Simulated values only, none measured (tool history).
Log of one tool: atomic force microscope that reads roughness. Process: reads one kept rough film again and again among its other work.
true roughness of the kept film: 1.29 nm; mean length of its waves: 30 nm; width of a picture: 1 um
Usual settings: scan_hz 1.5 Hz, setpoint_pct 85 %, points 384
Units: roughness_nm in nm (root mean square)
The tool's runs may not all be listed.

| run | day | scan_hz | setpoint_pct | points | roughness_nm |
|---|---|---|---|---|---|
| 1 | 0 | 1.5 | 85 | 384 | 1.069 |
| 2 | 2.617 | 1.5 | 85 | 384 | 1.033 |
| 3 | 4.129 | 1.5 | 85 | 384 | 1.011 |
| 4 | 5.625 | 1.5 | 85 | 384 | 0.992 |
|  | 5.875 | new tip fitted |
| 5 | 6.767 | 1.5 | 85 | 384 | 1.109 |
| 6 | 8.408 | 1.5 | 85 | 525 | 1.088 |
| 7 | 10.679 | 1.5 | 85 | 525 | 1.036 |
| 8 | 13.3 | 1.5 | 85 | 463 | 1.007 |
|  | 14.658 | new tip fitted |
| 9 | 14.767 | 1.5 | 85 | 463 | 1.109 |
| 10 | 17.196 | 1.5 | 85 | 463 | 1.067 |
| 11 | 18.817 | 1.5 | 85 | 463 | 1.045 |
| 12 | 21.4 | 1.5 | 85 | 384 | 1.02 |
|  | 23.504 | new tip fitted |
| 13 | 23.75 | 1.5 | 85 | 384 | 1.108 |
| 14 | 25.6 | 1.5 | 85 | 384 | 1.07 |
| 15 | 27.496 | 1.5 | 85 | 384 | 1.041 |
| 16 | 28.871 | 1.5 | 82 | 384 | 1.039 |
| 17 | 30.704 | 1.5 | 82 | 384 | 1.016 |
|  | 32.254 | new tip fitted |
| 18 | 32.792 | 1.5 | 82 | 384 | 1.121 |
| 19 | 34.15 | 1.5 | 82 | 384 | 1.087 |
| 20 | 35.712 | 1.5 | 82 | 384 | 1.074 |

Forecast run 21:
| 21 | 37.971 | 0.56 | 85 | 345 | ? |

Run 21 gave roughness_nm 1.076 nm (root mean square).
Without the tool's hidden state the same run would have given roughness_nm 1.186 nm (root mean square).
